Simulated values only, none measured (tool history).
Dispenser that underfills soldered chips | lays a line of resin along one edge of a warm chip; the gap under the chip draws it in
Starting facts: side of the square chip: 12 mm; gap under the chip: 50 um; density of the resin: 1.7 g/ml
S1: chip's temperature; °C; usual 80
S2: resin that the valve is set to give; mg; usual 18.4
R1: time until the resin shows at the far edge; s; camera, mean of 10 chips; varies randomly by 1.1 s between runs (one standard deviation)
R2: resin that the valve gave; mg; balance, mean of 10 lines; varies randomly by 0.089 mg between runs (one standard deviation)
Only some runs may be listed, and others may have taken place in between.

run   hour  S1    S2     R1     R2
  1      0  80  18.4  147.3  17.97
  2    6.3  80  18.4  106.8  18.02
  3   12.6  80  18.4  132.5  17.98
  4   18.4  80  18.4  160.3  17.99
  5   24.2  80  18.4  116.3  18.01
  6   29.1  83  18.4  122.3  18.46
  7   32.1  83  18.4  133.3  18.44
  8   34.9  83  18.4  147.4  18.27
  9   39.7  83  18.4    105  18.47
 10   46.4  83  18.4  131.6  18.28
 11   52.4  83  18.4  156.6  18.37
 12   58.7  83  18.4  113.1  18.27
 13   65.3  83  18.4  142.2  18.17
 14   69.9  83  18.4  101.1  18.13
 15   75.9  83  18.4  123.1  18.13
 16   80.6  80  21.7  150.8  21.45
 17   85.7  80  21.7  107.9  21.48
 18   91.7  80  21.7  131.3  21.23
 19   94.7  80  21.7  140.7  21.22
 20  101.5  80  21.7  108.2   21.4
 21  107.5  93  16.3   95.2  15.93
 22    111  75  23.9  167.3  23.35
 23  115.4  88  18.2     83  17.78
 24  120.3  71  21.4  161.6  20.86
 25  125.8  90  21.4  106.1  20.75
 26  132.2  80  21.4  102.3  21.35
 27  137.6  85  21.5  103.5  21.08
 28  142.9  85  16.2  129.7  16.21
 29    146  93  18.8  111.6  18.81
 30  152.7  75  16.7    148  16.67
 31  157.4  80  21.3  142.9   21.1
 32    164  80  21.3  108.7  21.22
 33  167.5  87  20.7   97.8  20.46
 34  171.5  92    21   96.9  20.68
 35    177  92    21  114.8  20.62
 36  182.7  93  16.4   85.7  16.23

The log once held 14 entries between its listed runs, left out of this copy. Where does each go, and what is different about the tool's unlogged condition between the listed run before it and the listed run after it?
From run 1 to run 2: new syringe of resin (hour 5.3)
  resin's viscosity, % of fresh resin's: 137.2 -> 102.5; dose that the valve gives, % of what is set: 97.93 -> 97.76; true chip temperature over the reading, C: 0.42 -> 0.43
  measured value less the no-hidden-state value, R1: +39 -> +1.6 s; R2: -0.38 -> -0.42 mg
From run 4 to run 5: new syringe of resin (hour 20.8)
  resin's viscosity, % of fresh resin's: 149.9 -> 111.3; dose that the valve gives, % of what is set: 97.38 -> 97.22; true chip temperature over the reading, C: 0.46 -> 0.47
  measured value less the no-hidden-state value, R1: +52.4 -> +10.8 s; R2: -0.48 -> -0.52 mg
From run 5 to run 6: dispensing valve cleaned and set on the balance (hour 29.1)
  resin's viscosity, % of fresh resin's: 111.3 -> 125.8; dose that the valve gives, % of what is set: 97.22 -> 100.19; true chip temperature over the reading, C: 0.47 -> 0.48
  measured value less the no-hidden-state value, R1: +10.8 -> +23.7 s; R2: -0.52 -> +0.03 mg
From run 8 to run 9: new syringe of resin (hour 37.6)
  resin's viscosity, % of fresh resin's: 150.8 -> 109.6; dose that the valve gives, % of what is set: 100.02 -> 99.88; true chip temperature over the reading, C: 0.49 -> 0.5
  measured value less the no-hidden-state value, R1: +48.2 -> +7.7 s; R2: +0 -> -0.02 mg
From run 11 to run 12: new syringe of resin (hour 53.1)
  resin's viscosity, % of fresh resin's: 163.3 -> 118.8; dose that the valve gives, % of what is set: 99.5 -> 99.34; true chip temperature over the reading, C: 0.53 -> 0.54
  measured value less the no-hidden-state value, R1: +59.2 -> +16.5 s; R2: -0.1 -> -0.12 mg
From run 13 to run 14: new syringe of resin (hour 68.9)
  resin's viscosity, % of fresh resin's: 146.4 -> 105.5; dose that the valve gives, % of what is set: 99.14 -> 99.02; true chip temperature over the reading, C: 0.55 -> 0.56
  measured value less the no-hidden-state value, R1: +43.5 -> +3.8 s; R2: -0.16 -> -0.18 mg
From run 16 to run 17: new syringe of resin (hour 84.3)
  resin's viscosity, % of fresh resin's: 147.7 -> 103.7; dose that the valve gives, % of what is set: 98.71 -> 98.56; true chip temperature over the reading, C: 0.58 -> 0.59
  measured value less the no-hidden-state value, R1: +47.1 -> +2.1 s; R2: -0.29 -> -0.31 mg
From run 19 to run 20: new syringe of resin (hour 99.8)
  resin's viscosity, % of fresh resin's: 137.8 -> 104.2; dose that the valve gives, % of what is set: 98.27 -> 98.07; true chip temperature over the reading, C: 0.61 -> 0.63
  measured value less the no-hidden-state value, R1: +36.8 -> +2.5 s; R2: -0.38 -> -0.42 mg
From run 22 to run 23: new syringe of resin (hour 115.4)
  resin's viscosity, % of fresh resin's: 140.3 -> 99.5; dose that the valve gives, % of what is set: 97.79 -> 97.67
  measured value less the no-hidden-state value, R1: +45.8 -> -1.6 s; R2: -0.53 -> -0.42 mg
From run 25 to run 26: dispensing valve cleaned and set on the balance (hour 129.2); new syringe of resin (hour 132.1)
  resin's viscosity, % of fresh resin's: 138.1 -> 99.4; dose that the valve gives, % of what is set: 97.36 -> 99.9; true chip temperature over the reading, C: 0.67 -> 0.68
  measured value less the no-hidden-state value, R1: +27.9 -> -2.8 s; R2: -0.57 -> -0.02 mg
From run 29 to run 30: new syringe of resin (hour 147.3)
  resin's viscosity, % of fresh resin's: 153.2 -> 119.9; dose that the valve gives, % of what is set: 99.47 -> 99.28; true chip temperature over the reading, C: 0.71 -> 0.73
  measured value less the no-hidden-state value, R1: +37.4 -> +22 s; R2: -0.1 -> -0.12 mg
From run 31 to run 32: new syringe of resin (hour 162.7)
  resin's viscosity, % of fresh resin's: 138.9 -> 104.3; dose that the valve gives, % of what is set: 99.15 -> 98.96; true chip temperature over the reading, C: 0.74 -> 0.75
  measured value less the no-hidden-state value, R1: +37.8 -> +2.2 s; R2: -0.18 -> -0.23 mg
From run 35 to run 36: new syringe of resin (hour 177.9)
  resin's viscosity, % of fresh resin's: 157.3 -> 116.7; dose that the valve gives, % of what is set: 98.58 -> 98.41; true chip temperature over the reading, C: 0.77 -> 0.79
  measured value less the no-hidden-state value, R1: +40.2 -> +10.9 s; R2: -0.3 -> -0.27 mg

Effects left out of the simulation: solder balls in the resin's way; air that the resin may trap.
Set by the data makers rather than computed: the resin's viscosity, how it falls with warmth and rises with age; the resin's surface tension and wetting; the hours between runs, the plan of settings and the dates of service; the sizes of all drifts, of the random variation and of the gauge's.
